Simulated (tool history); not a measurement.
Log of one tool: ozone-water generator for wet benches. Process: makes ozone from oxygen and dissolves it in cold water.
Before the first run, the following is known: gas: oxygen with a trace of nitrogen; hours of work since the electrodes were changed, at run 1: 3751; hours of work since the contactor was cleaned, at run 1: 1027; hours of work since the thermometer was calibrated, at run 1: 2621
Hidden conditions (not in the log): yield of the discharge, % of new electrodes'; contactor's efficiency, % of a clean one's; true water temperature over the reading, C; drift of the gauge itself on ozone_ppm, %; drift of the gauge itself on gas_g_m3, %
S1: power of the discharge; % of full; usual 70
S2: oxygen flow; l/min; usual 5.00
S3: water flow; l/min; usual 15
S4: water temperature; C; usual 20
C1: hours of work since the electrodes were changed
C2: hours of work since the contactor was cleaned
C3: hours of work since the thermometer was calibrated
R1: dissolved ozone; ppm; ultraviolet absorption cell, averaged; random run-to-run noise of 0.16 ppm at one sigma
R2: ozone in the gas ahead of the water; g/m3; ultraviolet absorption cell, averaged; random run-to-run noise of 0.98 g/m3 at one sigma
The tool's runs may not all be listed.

| run | hour | S1 | S2 | S3 | S4 | C1 | C2 | C3 | R1 | R2 |
|---|---|---|---|---|---|---|---|---|---|---|
| 1 | 0.0 | 70 | 5.00 | 15 | 20 | 3751 | 1027 | 2621 | 18.9 | 149.7 |
| 2 | 73.5 | 70 | 5.00 | 15 | 20 | 3812 | 1087 | 2681 | 19.2 | 149.1 |
| 3 | 199.0 | 70 | 5.00 | 15 | 20 | 3914 | 1190 | 2784 | 18.9 | 151.3 |
|  | 230.5 | water thermometer calibrated |
| 4 | 316.4 | 70 | 5.00 | 15 | 20 | 4010 | 1286 | 70 | 18.9 | 149.7 |
| 5 | 400.8 | 70 | 5.00 | 15 | 20 | 4079 | 1355 | 140 | 18.7 | 148.0 |
| 6 | 510.7 | 70 | 5.00 | 15 | 20 | 4169 | 1445 | 230 | 18.7 | 149.0 |
| 7 | 595.1 | 70 | 5.00 | 15 | 20 | 4239 | 1514 | 299 | 18.7 | 147.9 |
| 8 | 736.5 | 83 | 4.09 | 11 | 20 | 4354 | 1630 | 415 | 27.3 | 187.2 |
| 9 | 860.9 | 54 | 5.00 | 15 | 26 | 4456 | 1732 | 516 | 13.8 | 123.3 |
| 10 | 952.0 | 63 | 2.82 | 10 | 20 | 4531 | 1807 | 591 | 24.2 | 188.0 |
| 11 | 1014.7 | 76 | 8.97 | 11 | 14 | 4582 | 1858 | 643 | 24.4 | 113.1 |
| 12 | 1111.2 | 70 | 5.03 | 15 | 20 | 4661 | 1937 | 722 | 18.6 | 145.9 |
| 13 | 1171.5 | 49 | 3.38 | 15 | 20 | 4711 | 1986 | 771 | 14.2 | 140.4 |

Hidden condition of the tool, last listed run before each entry between runs versus first listed run after:
Logged between run 3 and run 4: water thermometer calibrated (hour 230.5)
  yield of the discharge, % of new electrodes': 88.5 -> 88.3; true water temperature over the reading, C: 0.25 -> 0.03
  measured less the result without the state, R1: -2.7 -> -2.6 ppm; R2: -19.4 -> -20.1 g/m3
